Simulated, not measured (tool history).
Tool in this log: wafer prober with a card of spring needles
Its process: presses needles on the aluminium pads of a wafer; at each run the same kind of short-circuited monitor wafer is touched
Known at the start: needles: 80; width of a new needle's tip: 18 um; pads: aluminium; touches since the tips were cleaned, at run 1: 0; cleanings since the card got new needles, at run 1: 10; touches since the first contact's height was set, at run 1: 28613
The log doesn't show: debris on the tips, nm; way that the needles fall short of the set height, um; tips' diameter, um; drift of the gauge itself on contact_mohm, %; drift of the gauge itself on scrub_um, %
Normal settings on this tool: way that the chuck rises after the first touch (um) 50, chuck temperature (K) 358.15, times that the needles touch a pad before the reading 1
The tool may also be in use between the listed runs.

| run | hour | way that the chuck rises after the first touch (um) | chuck temperature (K) | times that the needles touch a pad before the reading | touches since the tips were cleaned | cleanings since the card got new needles | touches since the first contact's height was set | resistance of one needle with its contact and lead (mohm) | way that a needle slides on the pad (um) |
|---|---|---|---|---|---|---|---|---|---|
| 1 | 0.0 | 50 | 358.15 | 1 | 0 | 10 | 28613 | 269 | 12.43 |
| 2 | 6.6 | 50 | 358.15 | 2 | 1482 | 10 | 30095 | 269 | 12.35 |
|  | 11.4 | tips cleaned on abrasive film |
| 3 | 13.1 | 50 | 358.15 | 2 | 375 | 11 | 31521 | 268 | 12.30 |
|  | 23.4 | tips cleaned on abrasive film |
| 4 | 23.4 | 50 | 391.15 | 1 | 0 | 12 | 33818 | 278 | 12.33 |
| 5 | 32.1 | 50 | 391.15 | 1 | 1955 | 12 | 35773 | 277 | 12.17 |
|  | 34.7 | tips cleaned on abrasive film |
| 6 | 44.1 | 50 | 391.15 | 1 | 2110 | 13 | 38432 | 276 | 12.29 |
|  | 46.4 | tips cleaned on abrasive film |
| 7 | 55.2 | 50 | 358.15 | 1 | 1974 | 14 | 40902 | 267 | 12.38 |
|  | 57.7 | tips cleaned on abrasive film |
| 8 | 65.1 | 50 | 358.15 | 1 | 1654 | 15 | 43091 | 267 | 12.22 |
|  | 69.2 | tips cleaned on abrasive film |
| 9 | 76.2 | 50 | 358.15 | 1 | 1569 | 16 | 45553 | 274 | 12.35 |
|  | 80.7 | tips cleaned on abrasive film |
| 10 | 86.9 | 50 | 358.15 | 2 | 1389 | 17 | 47939 | 268 | 12.17 |
|  | 92.2 | tips cleaned on abrasive film |
| 11 | 100.1 | 50 | 358.15 | 2 | 1756 | 18 | 50864 | 271 | 12.23 |
|  | 104.1 | tips cleaned on abrasive film |
| 12 | 111.4 | 50 | 358.15 | 2 | 1623 | 19 | 53375 | 265 | 12.21 |
|  | 115.5 | tips cleaned on abrasive film |
| 13 | 118.0 | 50 | 358.15 | 3 | 566 | 20 | 54847 | 265 | 12.27 |
|  | 126.8 | tips cleaned on abrasive film |
| 14 | 131.3 | 50 | 299.15 | 1 | 1002 | 21 | 57786 | 253 | 12.37 |
|  | 138.1 | tips cleaned on abrasive film |
| 15 | 139.1 | 50 | 358.15 | 1 | 228 | 22 | 59521 | 267 | 12.32 |
| 16 | 146.7 | 50 | 358.15 | 1 | 1931 | 22 | 61224 | 269 | 12.34 |
|  | 149.2 | tips cleaned on abrasive film |
|  | 160.3 | tips cleaned on abrasive film |
| 17 | 160.3 | 50 | 358.15 | 1 | 5 | 24 | 64233 | 274 | 12.26 |
| 18 | 166.4 | 50 | 358.15 | 1 | 1377 | 24 | 65605 | 269 | 12.23 |
|  | 171.9 | tips cleaned on abrasive film |
| 19 | 174.2 | 50 | 358.15 | 1 | 498 | 25 | 67312 | 272 | 12.20 |
| 20 | 182.4 | 50 | 307.15 | 1 | 2346 | 25 | 69160 | 251 | 12.25 |
|  | 183.1 | tips cleaned on abrasive film |
| 21 | 192.6 | 70 | 310.15 | 2 | 2129 | 26 | 71422 | 246 | 17.15 |
|  | 194.7 | tips cleaned on abrasive film |
| 22 | 201.6 | 70 | 310.15 | 2 | 1543 | 27 | 73410 | 246 | 17.21 |
|  | 206.6 | tips cleaned on abrasive film |
| 23 | 207.7 | 70 | 310.15 | 2 | 243 | 28 | 74765 | 248 | 17.29 |
| 24 | 213.7 | 54 | 299.15 | 1 | 1577 | 28 | 76099 | 249 | 13.25 |
|  | 217.8 | tips cleaned on abrasive film |
| 25 | 223.5 | 42 | 299.15 | 1 | 1270 | 29 | 78276 | 258 | 10.30 |
|  | 229.6 | tips cleaned on abrasive film |
| 26 | 236.1 | 42 | 299.15 | 1 | 1441 | 30 | 81073 | 256 | 10.28 |
|  | 241.4 | tips cleaned on abrasive film |
| 27 | 249.9 | 57 | 316.15 | 1 | 1905 | 31 | 84143 | 252 | 13.85 |
|  | 253.1 | tips cleaned on abrasive film |
| 28 | 259.6 | 57 | 316.15 | 1 | 1458 | 32 | 86298 | 258 | 13.99 |
|  | 264.6 | tips cleaned on abrasive film |
| 29 | 269.4 | 41 | 325.15 | 1 | 1073 | 33 | 88470 | 271 | 10.20 |
|  | 275.7 | tips cleaned on abrasive film |
| 30 | 280.9 | 52 | 358.15 | 1 | 1168 | 34 | 91035 | 269 | 12.90 |
|  | 286.8 | tips cleaned on abrasive film |
| 31 | 287.5 | 52 | 358.15 | 1 | 153 | 35 | 92496 | 266 | 12.65 |
| 32 | 297.5 | 52 | 358.15 | 1 | 2384 | 35 | 94727 | 267 | 12.62 |
|  | 298.6 | tips cleaned on abrasive film |
| 33 | 309.1 | 48 | 376.15 | 1 | 2353 | 36 | 97319 | 273 | 11.62 |

Forecast each of these 3 alternatives for the next run:
|  | 310.0 | tips cleaned on abrasive film |
| A | 319.4 | 50 | 381.15 | 3 | 2122 | 37 | 99603 | ? | ? |
|  | 310.0 | tips cleaned on abrasive film |
| B | 319.4 | 46 | 307.15 | 2 | 2122 | 37 | 99603 | ? | ? |
|  | 310.0 | tips cleaned on abrasive film |
| C | 319.4 | 31 | 302.15 | 1 | 2122 | 37 | 99603 | ? | ? |

| run | resistance of one needle with its contact and lead (mohm) | way that a needle slides on the pad (um) |
|---|---|---|
| A | 275 | 12.20 |
| B | 259 | 11.30 |
| C | 265 | 7.66 |
What these runs would have given with no unlogged condition in the tool:
| run | resistance of one needle with its contact and lead (mohm) | way that a needle slides on the pad (um) |
|---|---|---|
| A | 275 | 12.22 |
| B | 258 | 11.31 |
| C | 264 | 7.67 |
